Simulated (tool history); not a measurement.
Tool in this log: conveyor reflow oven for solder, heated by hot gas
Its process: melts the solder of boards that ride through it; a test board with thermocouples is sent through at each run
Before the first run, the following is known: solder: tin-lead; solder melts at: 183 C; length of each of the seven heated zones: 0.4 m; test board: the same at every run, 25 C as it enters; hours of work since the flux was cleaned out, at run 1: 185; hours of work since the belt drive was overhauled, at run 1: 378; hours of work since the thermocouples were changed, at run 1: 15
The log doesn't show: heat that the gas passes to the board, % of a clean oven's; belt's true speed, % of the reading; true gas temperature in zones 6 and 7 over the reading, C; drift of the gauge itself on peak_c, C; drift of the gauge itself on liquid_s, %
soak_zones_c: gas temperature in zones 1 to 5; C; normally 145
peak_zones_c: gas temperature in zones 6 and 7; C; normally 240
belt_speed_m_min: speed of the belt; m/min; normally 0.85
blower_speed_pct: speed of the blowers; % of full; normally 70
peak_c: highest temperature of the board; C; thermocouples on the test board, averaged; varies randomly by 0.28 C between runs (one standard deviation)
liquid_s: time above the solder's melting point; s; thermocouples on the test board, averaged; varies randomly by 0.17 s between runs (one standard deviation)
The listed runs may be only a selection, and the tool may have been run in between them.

run	day	soak_zones_c	peak_zones_c	belt_speed_m_min	blower_speed_pct	hours of work since the flux was cleaned out	hours of work since the belt drive was overhauled	hours of work since the thermocouples were changed	peak_c	liquid_s
1	0	145	240	0.85	70	185	378	15	220.4	45.6
2	0.829	145	240	0.85	70	200	393	30	220.5	45.3
3	1.333	145	240	0.85	70	209	402	39	220.8	45.4
4	2.175	145	240	0.732	70	224	417	54	224.9	55.9
5	2.621	145	249	0.732	70	231	424	62	233	59.6
6	3.304	145	240	0.799	70	244	437	74	222.2	49.8
7	3.975	145	240	0.799	70	256	449	86	222.6	49.4
8	4.512	145	240	0.85	70	265	458	95	220.8	45.1
9	5.3	145	240	0.85	70	279	472	109	220.4	45.3
10	6.025	145	240	0.85	70	292	485	122	220.3	45.3
11	6.5	149	240	0.85	55	300	493	130	215.7	43
12	6.988	155	240	0.85	70	309	502	139	222.5	49.6
13	7.838	138	240	0.716	70	324	517	154	224.4	54.8
14	8.354	138	240	0.716	70	333	526	163	224.6	55.1
15	8.808	155	250	0.883	62	341	534	171	226.5	49.5
16	9.438	155	250	0.883	62	352	545	182	226.1	49.3
17	10.042	155	250	0.883	62	363	556	193	226.6	49.1
# day 10.412: flux residue cleaned out of gas plates and filters
18	10.729	145	240	1.005	70	6	564	202	214	34.6
19	11.538	145	248	0.85	64	20	579	216	225.1	47.7
20	12.371	145	240	0.97	70	35	594	231	215.8	36.8

Forecast each of these 3 alternatives for the next run:
A	12.858	144	247	0.85	54	43	602	239	?	?
B	12.858	159	246	0.85	90	43	602	239	?	?
C	12.858	149	240	0.938	59	43	602	239	?	?

run	peak_c	liquid_s
A	219.1	44
B	233.4	55.5
C	213.4	37.4
Without the tool's hidden state the same runs would have given:
run	peak_c	liquid_s
A	219.1	43.9
B	233.3	55.5
C	213.4	37.4
